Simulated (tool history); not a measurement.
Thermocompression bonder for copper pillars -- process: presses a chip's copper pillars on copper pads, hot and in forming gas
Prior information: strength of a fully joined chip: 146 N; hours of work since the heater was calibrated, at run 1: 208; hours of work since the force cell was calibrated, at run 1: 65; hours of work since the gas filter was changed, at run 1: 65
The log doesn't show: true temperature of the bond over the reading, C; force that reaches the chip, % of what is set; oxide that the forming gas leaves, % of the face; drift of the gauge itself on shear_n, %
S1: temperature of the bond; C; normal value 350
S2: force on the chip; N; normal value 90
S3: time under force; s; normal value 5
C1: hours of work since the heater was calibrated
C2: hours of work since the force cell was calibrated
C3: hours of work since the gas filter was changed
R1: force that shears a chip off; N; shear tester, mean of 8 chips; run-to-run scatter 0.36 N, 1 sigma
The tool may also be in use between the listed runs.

run     day   S1   S2  S3   C1   C2   C3    R1
  1   0.000  350   90   5  208   65   65  55.3
  2   0.296  350   90   5  214   70   70  55.1
  3   0.667  350   90   5  220   77   77  55.7
  4   1.021  350   90   5  227   83   83  55.1
  5   1.421  350   90   5  234   90   90  55.4
  6   2.025  350   90   5  244  101  101  54.7
  7   2.412  350   90   5  251  108  108  54.6
  8   2.946  350   90   5  261  118  118  54.4
  9   3.342  350   90   5  268  125  125  54.6
 10   3.658  350   90   5  273  130  130  53.9
 11   4.258  350   90   5  284  141  141  54.1
 12   4.550  350   90   5  289  146  146  53.5
 13   5.171  350   90   5  300  157  157  53.6
      5.471  -- forming gas filter changed
 14   5.683  350   90   5  309  166    4  57.7
 15   6.096  350  100   5  316  173   11  60.5
 16   6.700  350  100   5  327  184   22  60.9
 17   7.217  350  100   5  336  193   31  60.3
 18   7.812  350  100   5  347  204   42  60.0
 19   8.146  323   90   5  353  210   48  45.4
 20   8.500  350   90   5  359  216   54  57.7
 21   9.083  368  123   5  370  226   64  74.1
 22   9.662  368  123   5  380  237   75  74.0
 23  10.029  353  122   7  386  243   81  74.9
 24  10.688  353  122   7  398  255   93  74.2
     10.800  -- heater calibrated with a thermocouple chip
 25  11.321  373  104  12    9  265  103  93.2
 26  11.871  373  104  12   19  275  112  92.1
     12.404  -- heater calibrated with a thermocouple chip, once more
 27  12.492  350   84   8    2  284  122  61.7
 28  13.067  350   84   8   12  294  132  62.2
 29  13.721  350   78   3   23  306  144  40.5
 30  14.100  371   78   8   30  313  151  68.5
 31  14.592  379   81   8   39  321  159  73.6
     14.775  -- forming gas filter changed
 32  14.888  322   97   3   44  326    2  37.2
 33  15.400  339  130   6   53  336   11  65.7
 34  15.758  363   67   3   59  342   18  43.8
 35  16.408  329   84   3   71  353   29  37.0
 36  17.062  375  113   5   82  365   41  73.9
 37  17.483  375  113   5   90  373   48  74.6
 38  17.817  325   60   4   96  379   54  32.2
 39  18.088  345   90   6  101  383   59  57.1
 40  18.708  375  108   5  112  394   70  72.1

Branching from run 40: 4 alternative next runs. What would each branch give?
  A  19.021  345   64   6  117  400  76   ?
  B  19.021  350  112   5  117  400  76   ?
  C  19.021  367   90   5  117  400  76   ?
  D  19.021  348   98   4  117  400  76   ?

run    R1
  A  48.0
  B  61.2
  C  62.6
  D  52.3
With the hidden condition removed and each run's random variation left untouched, the same runs would have given:
run    R1
  A  48.4
  B  61.8
  C  63.2
  D  52.8

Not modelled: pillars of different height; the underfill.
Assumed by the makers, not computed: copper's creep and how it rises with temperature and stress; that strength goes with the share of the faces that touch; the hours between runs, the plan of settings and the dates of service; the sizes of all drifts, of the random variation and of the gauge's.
